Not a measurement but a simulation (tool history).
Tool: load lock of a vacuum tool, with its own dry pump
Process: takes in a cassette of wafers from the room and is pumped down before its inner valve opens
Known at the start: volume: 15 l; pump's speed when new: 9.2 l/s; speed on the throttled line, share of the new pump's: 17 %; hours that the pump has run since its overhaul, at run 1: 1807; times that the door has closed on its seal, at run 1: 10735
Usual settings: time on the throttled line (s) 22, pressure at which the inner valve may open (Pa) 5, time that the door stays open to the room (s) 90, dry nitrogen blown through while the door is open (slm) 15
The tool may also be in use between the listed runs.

| run | hour | time on the throttled line (s) | pressure at which the inner valve may open (Pa) | time that the door stays open to the room (s) | dry nitrogen blown through while the door is open (slm) | hours that the pump has run since its overhaul | times that the door has closed on its seal | incoming humidity of the room's air, % | time from the closed door until the inner valve may open (s) | rise of the pressure with all valves shut (Pa/min) |
|---|---|---|---|---|---|---|---|---|---|---|
| 1 | 0 | 22 | 5 | 90 | 15 | 1807 | 10735 | 47.8 | 35.2 | 0.123 |
| 2 | 168.8 | 22 | 5 | 90 | 15 | 1976 | 11133 | 45.6 | 34.9 | 0.126 |
| 3 | 266.9 | 22 | 5 | 90 | 6 | 2074 | 11365 | 45.7 | 34.9 | 0.151 |
| 4 | 420.1 | 22 | 5 | 90 | 15 | 2227 | 11727 | 44.7 | 34.9 | 0.125 |
| 5 | 534.9 | 22 | 5 | 90 | 15 | 2342 | 11998 | 45.1 | 34.9 | 0.133 |
| 6 | 644 | 22 | 5 | 90 | 15 | 2451 | 12256 | 44.1 | 35 | 0.133 |
| 7 | 785.5 | 22 | 5 | 90 | 15 | 2592 | 12590 | 45 | 35.1 | 0.14 |
| 8 | 922 | 22 | 5 | 90 | 15 | 2729 | 12912 | 45.1 | 35 | 0.152 |
| 9 | 1012.2 | 22 | 5 | 90 | 15 | 2819 | 13125 | 44.4 | 35 | 0.146 |
| 10 | 1181.7 | 22 | 5 | 90 | 15 | 2989 | 13525 | 47 | 35.1 | 0.155 |
| 11 | 1274.7 | 22 | 5 | 90 | 15 | 3082 | 13745 | 45.4 | 35 | 0.157 |
| 12 | 1397 | 22 | 5 | 90 | 15 | 3204 | 14034 | 43.1 | 35.3 | 0.166 |
| 13 | 1559.3 | 22 | 5 | 90 | 15 | 3366 | 14417 | 42.9 | 35.1 | 0.166 |
| 14 | 1684.7 | 22 | 5 | 90 | 17 | 3492 | 14713 | 44.8 | 35.2 | 0.166 |
| 15 | 1809.1 | 22 | 5 | 90 | 15 | 3616 | 15007 | 47.5 | 34.9 | 0.178 |
| 16 | 1924.3 | 22 | 5 | 90 | 5 | 3731 | 15279 | 47.3 | 35 | 0.21 |
| 17 | 2050.4 | 22 | 5 | 90 | 13 | 3857 | 15576 | 47.2 | 35 | 0.179 |
| 18 | 2204.9 | 14 | 5 | 90 | 15 | 4012 | 15941 | 44.1 | 28.3 | 0.186 |
| 19 | 2303.7 | 23 | 5 | 90 | 15 | 4111 | 16175 | 42.7 | 36.1 | 0.188 |
| 20 | 2378.8 | 25 | 5 | 90 | 15 | 4186 | 16352 | 47.2 | 37.7 | 0.194 |
| 21 | 2452.5 | 30 | 5 | 60 | 15 | 4259 | 16526 | 44.9 | 41.5 | 0.178 |
| 22 | 2543.6 | 19 | 5 | 182 | 19 | 4350 | 16741 | 47.8 | 32.8 | 0.217 |
| 23 | 2620.9 | 19 | 5 | 182 | 19 | 4428 | 16924 | 48.1 | 32.8 | 0.214 |
| 24 | 2696.8 | 21 | 6 | 90 | 12 | 4504 | 17103 | 46.4 | 33.9 | 0.209 |
| 25 | 2806.2 | 21 | 6 | 90 | 12 | 4613 | 17361 | 45.1 | 34.2 | 0.211 |
| 26 | 2916.6 | 33 | 6 | 90 | 15 | 4724 | 17622 | 47.1 | 44 | 0.212 |
| 27 | 3051.1 | 22 | 5 | 29 | 15 | 4858 | 17940 | 43.3 | 35.1 | 0.197 |
| 28 | 3154.5 | 22 | 9 | 38 | 21 | 4961 | 18184 | 44.1 | 34.1 | 0.201 |
| 29 | 3243 | 37 | 6 | 65 | 6 | 5050 | 18393 | 44 | 47.3 | 0.229 |
| 30 | 3359.1 | 37 | 6 | 65 | 6 | 5166 | 18667 | 48.1 | 47.3 | 0.243 |
| 31 | 3474.9 | 37 | 6 | 65 | 6 | 5282 | 18940 | 45.3 | 47.3 | 0.239 |
| 32 | 3570.1 | 16 | 5 | 57 | 21 | 5377 | 19165 | 43.1 | 30.2 | 0.215 |
| 33 | 3707.8 | 16 | 5 | 57 | 21 | 5515 | 19490 | 46.8 | 30.3 | 0.233 |
| 34 | 3845.9 | 22 | 5 | 90 | 12 | 5653 | 19817 | 46.2 | 35.3 | 0.249 |
| 35 | 3918.8 | 22 | 5 | 90 | 12 | 5726 | 19989 | 43.1 | 35.3 | 0.246 |
| 36 | 4063.4 | 22 | 9 | 90 | 16 | 5870 | 20330 | 44.4 | 34.3 | 0.25 |
| 37 | 4189.1 | 22 | 9 | 90 | 16 | 5996 | 20627 | 45.8 | 34.3 | 0.256 |

Forecast each of these 4 alternatives for the next run:
| A | 4301.8 | 22 | 9 | 90 | 11 | 6109 | 20893 | 44.9 | ? | ? |
| B | 4301.8 | 22 | 8 | 109 | 11 | 6109 | 20893 | 43.1 | ? | ? |
| C | 4301.8 | 22 | 9 | 54 | 6 | 6109 | 20893 | 42.9 | ? | ? |
| D | 4301.8 | 22 | 9 | 57 | 19 | 6109 | 20893 | 43 | ? | ? |

| run | time from the closed door until the inner valve may open (s) | rise of the pressure with all valves shut (Pa/min) |
|---|---|---|
| A | 34.3 | 0.274 |
| B | 34.6 | 0.278 |
| C | 34.3 | 0.273 |
| D | 34.2 | 0.242 |
Without the tool's hidden state the same runs would have given:
| run | time from the closed door until the inner valve may open (s) | rise of the pressure with all valves shut (Pa/min) |
|---|---|---|
| A | 33.9 | 0.053 |
| B | 34.1 | 0.054 |
| C | 33.8 | 0.052 |
| D | 33.7 | 0.024 |

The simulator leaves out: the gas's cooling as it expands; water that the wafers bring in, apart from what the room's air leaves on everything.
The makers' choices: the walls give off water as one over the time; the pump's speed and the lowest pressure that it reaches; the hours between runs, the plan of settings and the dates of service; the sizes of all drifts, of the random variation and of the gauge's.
